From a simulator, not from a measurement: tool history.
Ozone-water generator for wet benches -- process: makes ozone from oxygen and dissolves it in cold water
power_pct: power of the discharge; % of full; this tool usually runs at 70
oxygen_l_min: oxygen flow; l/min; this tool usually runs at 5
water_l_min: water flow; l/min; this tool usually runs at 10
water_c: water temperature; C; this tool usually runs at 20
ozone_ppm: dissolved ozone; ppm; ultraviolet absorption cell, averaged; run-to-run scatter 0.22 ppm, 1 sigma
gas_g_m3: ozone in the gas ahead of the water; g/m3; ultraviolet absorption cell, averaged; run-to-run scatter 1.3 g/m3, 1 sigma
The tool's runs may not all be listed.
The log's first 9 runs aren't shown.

-- day=40.138 contactor cleaned
run 10 day=41.658 | power_pct=70 oxygen_l_min=5 water_l_min=10 water_c=14 | ozone_ppm=30.6 gas_g_m3=217.1
run 11 day=47.696 | power_pct=70 oxygen_l_min=5 water_l_min=10 water_c=14 | ozone_ppm=30.1 gas_g_m3=217
run 12 day=50.671 | power_pct=70 oxygen_l_min=6.39 water_l_min=10 water_c=14 | ozone_ppm=28.4 gas_g_m3=182.3
run 13 day=54.504 | power_pct=70 oxygen_l_min=3.13 water_l_min=10 water_c=20 | ozone_ppm=30.4 gas_g_m3=301.6
run 14 day=59.996 | power_pct=70 oxygen_l_min=5 water_l_min=10 water_c=20 | ozone_ppm=27 gas_g_m3=216.9
run 15 day=65.467 | power_pct=70 oxygen_l_min=5 water_l_min=10 water_c=20 | ozone_ppm=26.4 gas_g_m3=216.7
-- day=70.462 contactor cleaned, once more
run 16 day=70.462 | power_pct=70 oxygen_l_min=5 water_l_min=10 water_c=20 | ozone_ppm=29 gas_g_m3=211.1
run 17 day=75.108 | power_pct=70 oxygen_l_min=8.72 water_l_min=8 water_c=20 | ozone_ppm=26.5 gas_g_m3=145.4
run 18 day=78.658 | power_pct=70 oxygen_l_min=8.72 water_l_min=8 water_c=20 | ozone_ppm=26.6 gas_g_m3=144.3
run 19 day=81.479 | power_pct=70 oxygen_l_min=2.53 water_l_min=10 water_c=13 | ozone_ppm=37.1 gas_g_m3=339.8
run 20 day=86.658 | power_pct=53 oxygen_l_min=8.81 water_l_min=8 water_c=19 | ozone_ppm=23.4 gas_g_m3=125.8
run 21 day=91.883 | power_pct=70 oxygen_l_min=5 water_l_min=13 water_c=16 | ozone_ppm=25 gas_g_m3=209.9
run 22 day=97.721 | power_pct=68 oxygen_l_min=5 water_l_min=10 water_c=24 | ozone_ppm=26.1 gas_g_m3=207
run 23 day=100.896 | power_pct=68 oxygen_l_min=8.65 water_l_min=10 water_c=24 | ozone_ppm=20.8 gas_g_m3=143.8
run 24 day=103.638 | power_pct=73 oxygen_l_min=2.74 water_l_min=7 water_c=25 | ozone_ppm=40.3 gas_g_m3=322.6
run 25 day=107.033 | power_pct=78 oxygen_l_min=5 water_l_min=7 water_c=20 | ozone_ppm=37.4 gas_g_m3=217.4
run 26 day=112.738 | power_pct=78 oxygen_l_min=5 water_l_min=7 water_c=20 | ozone_ppm=37.2 gas_g_m3=219.2
run 27 day=118.7 | power_pct=70 oxygen_l_min=4.89 water_l_min=8 water_c=20 | ozone_ppm=32.5 gas_g_m3=211
run 28 day=121.817 | power_pct=70 oxygen_l_min=4.89 water_l_min=8 water_c=20 | ozone_ppm=32.9 gas_g_m3=209.1
run 29 day=124.783 | power_pct=73 oxygen_l_min=4.89 water_l_min=8 water_c=22 | ozone_ppm=31.7 gas_g_m3=211.1
run 30 day=128.067 | power_pct=73 oxygen_l_min=4.89 water_l_min=8 water_c=17 | ozone_ppm=35 gas_g_m3=215.3
run 31 day=131.146 | power_pct=65 oxygen_l_min=5 water_l_min=10 water_c=17 | ozone_ppm=28.2 gas_g_m3=198.7
run 32 day=137.175 | power_pct=70 oxygen_l_min=3.26 water_l_min=12 water_c=20 | ozone_ppm=26.2 gas_g_m3=274.6

Forecast each of these 4 alternatives for the next run:
run A day=142.554 | power_pct=71 oxygen_l_min=3.26 water_l_min=8 water_c=27 | ozone_ppm=? gas_g_m3=?
run B day=142.554 | power_pct=43 oxygen_l_min=3.26 water_l_min=15 water_c=24 | ozone_ppm=? gas_g_m3=?
run C day=142.554 | power_pct=70 oxygen_l_min=3.26 water_l_min=11 water_c=21 | ozone_ppm=? gas_g_m3=?
run D day=142.554 | power_pct=44 oxygen_l_min=3.26 water_l_min=11 water_c=13 | ozone_ppm=? gas_g_m3=?

run=A ozone_ppm=31.9 gas_g_m3=275.4
run=B ozone_ppm=16 gas_g_m3=218.3
run=C ozone_ppm=27.8 gas_g_m3=273
run=D ozone_ppm=25.4 gas_g_m3=221.2
Had the tool no hidden state, the same runs would have come out as:
run=A ozone_ppm=37.5 gas_g_m3=316.5
run=B ozone_ppm=18.2 gas_g_m3=242.5
run=C ozone_ppm=32.7 gas_g_m3=313.6
run=D ozone_ppm=28.9 gas_g_m3=246.1
